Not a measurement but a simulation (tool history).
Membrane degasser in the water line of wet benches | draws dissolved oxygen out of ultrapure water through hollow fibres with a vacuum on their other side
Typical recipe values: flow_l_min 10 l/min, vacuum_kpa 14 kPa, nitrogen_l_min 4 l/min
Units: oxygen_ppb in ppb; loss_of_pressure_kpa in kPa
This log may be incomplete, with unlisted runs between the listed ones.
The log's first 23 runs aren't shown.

| run | hour | flow_l_min | vacuum_kpa | nitrogen_l_min | oxygen_ppb | loss_of_pressure_kpa |
|---|---|---|---|---|---|---|
| 24 | 773.7 | 7 | 14.1 | 8.44 | 110.1 | 46.87 |
| 25 | 816.2 | 7 | 14.1 | 3.46 | 142.8 | 46.63 |
| 26 | 852.8 | 15 | 20.5 | 3.81 | 766.8 | 99.42 |
| 27 | 898.5 | 10 | 18.6 | 4.99 | 324 | 66.92 |
| 28 | 918.4 | 10 | 14 | 6.9 | 292.2 | 66.26 |
| 29 | 941.9 | 7 | 14 | 4 | 134.9 | 46.53 |
| 30 | 988.3 | 15 | 13 | 4 | 693.6 | 100.13 |
| 31 | 1018.1 | 8 | 29.4 | 1.89 | 403.2 | 53.67 |
| 32 | 1046.8 | 10 | 9.2 | 11.43 | 257.1 | 66.97 |

Branching from run 32: 3 alternative next runs. What would each branch give?
| A | 1077.3 | 10 | 9.2 | 2.56 | ? | ? |
| B | 1077.3 | 10 | 9.2 | 5.09 | ? | ? |
| C | 1077.3 | 7 | 8.8 | 4 | ? | ? |

| run | oxygen_ppb | loss_of_pressure_kpa |
|---|---|---|
| A | 306.6 | 66.8 |
| B | 278.4 | 66.96 |
| C | 112.1 | 46.44 |
Without the tool's unlogged condition, the same runs would have read:
| run | oxygen_ppb | loss_of_pressure_kpa |
|---|---|---|
| A | 284.5 | 65.23 |
| B | 257.3 | 65.39 |
| C | 101.8 | 45.35 |
